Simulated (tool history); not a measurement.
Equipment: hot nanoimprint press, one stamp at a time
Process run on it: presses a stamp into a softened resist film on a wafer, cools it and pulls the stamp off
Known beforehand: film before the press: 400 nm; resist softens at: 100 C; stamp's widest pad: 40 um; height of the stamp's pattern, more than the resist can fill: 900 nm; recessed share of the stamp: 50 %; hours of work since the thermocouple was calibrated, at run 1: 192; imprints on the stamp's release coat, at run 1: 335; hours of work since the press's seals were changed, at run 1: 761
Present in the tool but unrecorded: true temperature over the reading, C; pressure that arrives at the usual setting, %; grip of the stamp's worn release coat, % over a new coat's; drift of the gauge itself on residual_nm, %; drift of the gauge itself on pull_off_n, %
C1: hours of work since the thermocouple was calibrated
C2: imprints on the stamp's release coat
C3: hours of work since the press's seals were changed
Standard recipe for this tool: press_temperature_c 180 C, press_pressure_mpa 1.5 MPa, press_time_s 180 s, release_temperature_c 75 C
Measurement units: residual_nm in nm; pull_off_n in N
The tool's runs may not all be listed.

run 1 hour=0 | press_temperature_c=180 press_pressure_mpa=1.5 press_time_s=180 release_temperature_c=75 | C1=192 C2=335 C3=761 | residual_nm=153 pull_off_n=219
run 2 hour=70.5 | press_temperature_c=180 press_pressure_mpa=1.5 press_time_s=180 release_temperature_c=81 | C1=223 C2=583 C3=793 | residual_nm=151.3 pull_off_n=196
run 3 hour=131.5 | press_temperature_c=186 press_pressure_mpa=1.5 press_time_s=180 release_temperature_c=75 | C1=250 C2=799 C3=820 | residual_nm=113.2 pull_off_n=242
-- hour=184.6 stamp cleaned and given a new release coat
run 4 hour=208.8 | press_temperature_c=180 press_pressure_mpa=1.5 press_time_s=180 release_temperature_c=75 | C1=282 C2=85 C3=852 | residual_nm=151.7 pull_off_n=212
run 5 hour=264.9 | press_temperature_c=180 press_pressure_mpa=1.5 press_time_s=180 release_temperature_c=75 | C1=307 C2=283 C3=877 | residual_nm=153.8 pull_off_n=220
run 6 hour=302.8 | press_temperature_c=180 press_pressure_mpa=1.5 press_time_s=180 release_temperature_c=75 | C1=324 C2=417 C3=893 | residual_nm=152.1 pull_off_n=237
run 7 hour=340.6 | press_temperature_c=180 press_pressure_mpa=1.5 press_time_s=180 release_temperature_c=75 | C1=340 C2=550 C3=910 | residual_nm=153.8 pull_off_n=234
run 8 hour=393.6 | press_temperature_c=170 press_pressure_mpa=1.5 press_time_s=180 release_temperature_c=75 | C1=364 C2=737 C3=934 | residual_nm=247.1 pull_off_n=254
-- hour=417.6 press's hydraulic seals changed and the load cell set to zero
-- hour=470.6 stamp cleaned and given a new release coat
run 9 hour=479.9 | press_temperature_c=189 press_pressure_mpa=1.78 press_time_s=180 release_temperature_c=64 | C1=396 C2=32 C3=25 | residual_nm=90.6 pull_off_n=271
run 10 hour=550 | press_temperature_c=189 press_pressure_mpa=1.38 press_time_s=180 release_temperature_c=64 | C1=427 C2=280 C3=56 | residual_nm=106.3 pull_off_n=300
run 11 hour=623.6 | press_temperature_c=176 press_pressure_mpa=1.86 press_time_s=205 release_temperature_c=64 | C1=460 C2=539 C3=89 | residual_nm=161 pull_off_n=319
run 12 hour=681.3 | press_temperature_c=176 press_pressure_mpa=1.86 press_time_s=220 release_temperature_c=64 | C1=486 C2=743 C3=115 | residual_nm=157.7 pull_off_n=324
-- hour=699 plate thermocouple calibrated
run 13 hour=739.5 | press_temperature_c=176 press_pressure_mpa=1.86 press_time_s=220 release_temperature_c=64 | C1=18 C2=938 C3=139 | residual_nm=147 pull_off_n=346
-- hour=755 stamp cleaned and given a new release coat
run 14 hour=794.2 | press_temperature_c=180 press_pressure_mpa=1.5 press_time_s=125 release_temperature_c=75 | C1=40 C2=138 C3=161 | residual_nm=166.8 pull_off_n=212
run 15 hour=840.2 | press_temperature_c=183 press_pressure_mpa=1.5 press_time_s=171 release_temperature_c=75 | C1=60 C2=300 C3=181 | residual_nm=133.7 pull_off_n=218

For each entry between runs, how does the tool's hidden state at the last listed run before it compare with that at the first listed run after it?
Runs 3 to 4: stamp cleaned and given a new release coat (hour 184.6)
  true temperature over the reading, C: -0.47 -> -0.54; pressure that arrives at the usual setting, %: 97.52 -> 97.44; grip of the stamp's worn release coat, % over a new coat's: 21.4 -> 2.2
  the result without the hidden state subtracted from the measured one, residual_nm: +4 -> +5.9 nm; pull_off_n: +45 -> +7 N
Runs 8 to 9: press's hydraulic seals changed and the load cell set to zero (hour 417.6); stamp cleaned and given a new release coat (hour 470.6)
  true temperature over the reading, C: -0.73 -> -0.81; pressure that arrives at the usual setting, %: 97.21 -> 99.94; grip of the stamp's worn release coat, % over a new coat's: 19.7 -> 0.8
  the result without the hidden state subtracted from the measured one, residual_nm: +10.5 -> +3.4 nm; pull_off_n: +46 -> +7 N
Runs 12 to 13: plate thermocouple calibrated (hour 699)
  true temperature over the reading, C: -1.01 -> 0.06; pressure that arrives at the usual setting, %: 99.7 -> 99.62; grip of the stamp's worn release coat, % over a new coat's: 19.9 -> 25.3
  the result without the hidden state subtracted from the measured one, residual_nm: +8.1 -> -0.1 nm; pull_off_n: +59 -> +69 N
Runs 13 to 14: stamp cleaned and given a new release coat (hour 755)
  true temperature over the reading, C: 0.06 -> 0.01; pressure that arrives at the usual setting, %: 99.62 -> 99.57; grip of the stamp's worn release coat, % over a new coat's: 25.3 -> 3.6
  the result without the hidden state subtracted from the measured one, residual_nm: -0.1 -> +0.4 nm; pull_off_n: +69 -> +7 N

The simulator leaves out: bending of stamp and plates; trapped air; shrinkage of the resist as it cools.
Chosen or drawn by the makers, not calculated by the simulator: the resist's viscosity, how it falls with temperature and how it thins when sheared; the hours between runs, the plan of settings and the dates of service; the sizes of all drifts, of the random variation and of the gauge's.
